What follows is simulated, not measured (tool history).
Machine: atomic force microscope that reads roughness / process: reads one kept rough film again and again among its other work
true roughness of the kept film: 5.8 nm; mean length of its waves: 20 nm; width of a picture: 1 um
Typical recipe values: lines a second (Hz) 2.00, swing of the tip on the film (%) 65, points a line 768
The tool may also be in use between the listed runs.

run	day	lines a second (Hz)	swing of the tip on the film (%)	points a line	roughness of the kept film (nm (root mean square))
1	0.000	2.00	65	768	3.407
2	1.296	2.00	65	768	3.186
3	2.367	1.13	65	768	3.050
4	3.471	1.13	65	768	2.892
5	4.300	1.13	65	768	2.792
6	5.108	2.00	83	768	2.443
7	5.929	2.00	83	768	2.338
# day 6.138: new tip fitted
8	7.133	2.00	83	768	2.975
9	8.308	2.00	83	768	2.774
10	9.096	2.00	65	280	2.820
11	10.679	2.00	65	768	2.682
12	11.567	2.00	65	768	2.595
# day 12.621: new tip fitted
13	12.812	2.00	65	768	3.383
14	13.521	2.00	65	866	3.259
15	14.946	2.00	65	866	3.002
16	15.779	2.00	65	866	2.893
17	16.833	2.00	65	999	2.763
18	18.462	2.00	65	768	2.538
# day 19.200: new tip fitted
19	19.871	2.00	65	768	3.273
20	21.129	2.00	65	768	3.075
21	22.571	2.00	65	768	2.850
22	23.817	2.00	65	768	2.696
23	24.746	2.00	65	768	2.580
# day 25.683: new tip fitted
24	26.279	2.00	65	768	3.337
# day 26.396: height scale calibrated on a step standard
25	27.808	2.00	65	768	3.045
26	29.100	2.00	65	841	2.869
27	30.112	2.00	65	841	2.736
28	31.288	2.47	62	427	2.561
# day 32.154: height scale calibrated on a step standard, once more
29	32.183	2.00	72	758	2.455
# day 32.346: new tip fitted
30	33.083	0.71	65	768	3.332
31	34.346	2.78	57	634	3.049
32	35.712	2.78	57	1013	2.836
33	36.512	2.78	57	1013	2.725
34	38.175	2.00	89	265	2.157
# day 38.821: new tip fitted
35	39.804	0.86	89	414	3.147
36	41.421	0.86	89	414	2.901
37	42.833	0.86	89	414	2.678
38	43.921	0.86	89	414	2.546
39	45.129	3.22	87	663	2.069
# day 45.446: new tip fitted
40	46.538	3.22	87	663	2.663
41	47.429	3.22	87	663	2.516
42	48.458	3.22	87	663	2.382
43	49.867	2.93	55	495	2.745
44	51.483	2.93	55	495	2.549
# day 51.979: new tip fitted
45	53.121	2.93	55	495	3.250
46	54.783	1.62	62	669	2.983
47	55.746	1.42	82	441	2.692
48	57.050	1.23	71	441	2.667
49	58.133	0.89	82	481	2.518
# day 58.575: new tip fitted
50	59.688	0.89	82	481	3.156
51	60.988	0.89	82	481	2.952

Run 52, settings as shown, results not yet in. Your forecast:
52	61.867	0.89	82	278	?

Run 52 came out at roughness of the kept film (nm (root mean square)) 2.770.
Were there no unlogged condition in the tool, this run, its random variation unchanged, would have produced roughness of the kept film (nm (root mean square)) 3.381.
